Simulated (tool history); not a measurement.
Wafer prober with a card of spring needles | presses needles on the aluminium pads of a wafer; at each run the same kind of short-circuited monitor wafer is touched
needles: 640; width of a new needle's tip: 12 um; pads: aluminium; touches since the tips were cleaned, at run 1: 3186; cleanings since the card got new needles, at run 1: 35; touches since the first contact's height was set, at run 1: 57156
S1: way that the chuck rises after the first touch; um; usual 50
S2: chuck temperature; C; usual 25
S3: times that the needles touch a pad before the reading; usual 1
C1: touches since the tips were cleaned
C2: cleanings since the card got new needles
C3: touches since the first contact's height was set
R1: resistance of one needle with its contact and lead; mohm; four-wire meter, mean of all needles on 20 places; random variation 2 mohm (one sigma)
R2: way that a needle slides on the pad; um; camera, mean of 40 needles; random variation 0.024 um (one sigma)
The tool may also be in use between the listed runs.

run 1 hour=0 | S1=50 S2=25 S3=1 | C1=3186 C2=35 C3=57156 | R1=263 R2=8.18
-- hour=9.3 tips cleaned on abrasive film
-- hour=25.5 tips cleaned on abrasive film
-- hour=41 tips cleaned on abrasive film
run 2 hour=42.5 | S1=50 S2=25 S3=1 | C1=831 C2=38 C3=79579 | R1=242 R2=8.16
-- hour=55.1 tips cleaned on abrasive film
-- hour=70.7 tips cleaned on abrasive film
run 3 hour=74.6 | S1=50 S2=25 S3=1 | C1=2114 C2=40 C3=96535 | R1=251 R2=8.1
-- hour=84.4 tips cleaned on abrasive film
-- hour=99.7 tips cleaned on abrasive film
run 4 hour=102.5 | S1=54 S2=25 S3=1 | C1=1458 C2=42 C3=111219 | R1=236 R2=8.77
-- hour=114.1 tips cleaned on abrasive film
-- hour=129.8 tips cleaned on abrasive film
-- hour=145.2 tips cleaned on abrasive film
run 5 hour=145.2 | S1=50 S2=25 S3=1 | C1=0 C2=45 C3=133760 | R1=219 R2=8.01
-- hour=161.7 tips cleaned on abrasive film
-- hour=176.9 tips cleaned on abrasive film
-- hour=190.7 tips cleaned on abrasive film
run 6 hour=193.8 | S1=50 S2=25 S3=1 | C1=1614 C2=48 C3=159371 | R1=254 R2=7.99
-- hour=206 tips cleaned on abrasive film
run 7 hour=215.7 | S1=50 S2=110 S3=2 | C1=5164 C2=49 C3=170997 | R1=264 R2=7.96
-- hour=222.4 tips cleaned on abrasive film
-- hour=238.6 tips cleaned on abrasive film
run 8 hour=238.6 | S1=58 S2=102 S3=1 | C1=0 C2=51 C3=183019 | R1=232 R2=9.28
-- hour=253.2 tips cleaned on abrasive film
-- hour=268.2 tips cleaned on abrasive film
-- hour=283.1 tips cleaned on abrasive film
run 9 hour=285.8 | S1=50 S2=32 S3=1 | C1=1438 C2=54 C3=207952 | R1=253 R2=7.9
-- hour=298.3 tips cleaned on abrasive film
-- hour=312.7 tips cleaned on abrasive film
-- hour=313 height of the first contact set anew
-- hour=329.4 tips cleaned on abrasive film
run 10 hour=329.6 | S1=50 S2=72 S3=2 | C1=82 C2=57 C3=8768 | R1=226 R2=8.27
-- hour=345.1 tips cleaned on abrasive film
-- hour=360.9 tips cleaned on abrasive film
run 11 hour=367.4 | S1=50 S2=72 S3=2 | C1=3441 C2=59 C3=28737 | R1=249 R2=8.23
-- hour=376.9 tips cleaned on abrasive film
-- hour=392.4 tips cleaned on abrasive film
run 12 hour=402.3 | S1=50 S2=72 S3=2 | C1=5288 C2=61 C3=47194 | R1=254 R2=8.21

4 ways to go on from here, each from the tool as it stands after run 12. What would each give?
-- hour=405.7 tips cleaned on abrasive film
-- hour=420.7 tips cleaned on abrasive film
-- hour=434.3 tips cleaned on abrasive film
run A hour=440.9 | S1=50 S2=25 S3=1 | C1=3537 C2=64 C3=67545 | R1=? R2=?
-- hour=405.7 tips cleaned on abrasive film
-- hour=420.7 tips cleaned on abrasive film
-- hour=434.3 tips cleaned on abrasive film
run B hour=440.9 | S1=50 S2=33 S3=1 | C1=3537 C2=64 C3=67545 | R1=? R2=?
-- hour=405.7 tips cleaned on abrasive film
-- hour=420.7 tips cleaned on abrasive film
-- hour=434.3 tips cleaned on abrasive film
run C hour=440.9 | S1=43 S2=25 S3=3 | C1=3537 C2=64 C3=67545 | R1=? R2=?
-- hour=405.7 tips cleaned on abrasive film
-- hour=420.7 tips cleaned on abrasive film
-- hour=434.3 tips cleaned on abrasive film
run D hour=440.9 | S1=68 S2=101 S3=2 | C1=3537 C2=64 C3=67545 | R1=? R2=?

run=A R1=263 R2=8.22
run=B R1=264 R2=8.17
run=C R1=239 R2=6.98
run=D R1=244 R2=11.16
Without the tool's hidden state the same runs would have given:
run=A R1=214 R2=8.34
run=B R1=215 R2=8.29
run=C R1=215 R2=7.11
run=D R1=229 R2=11.28
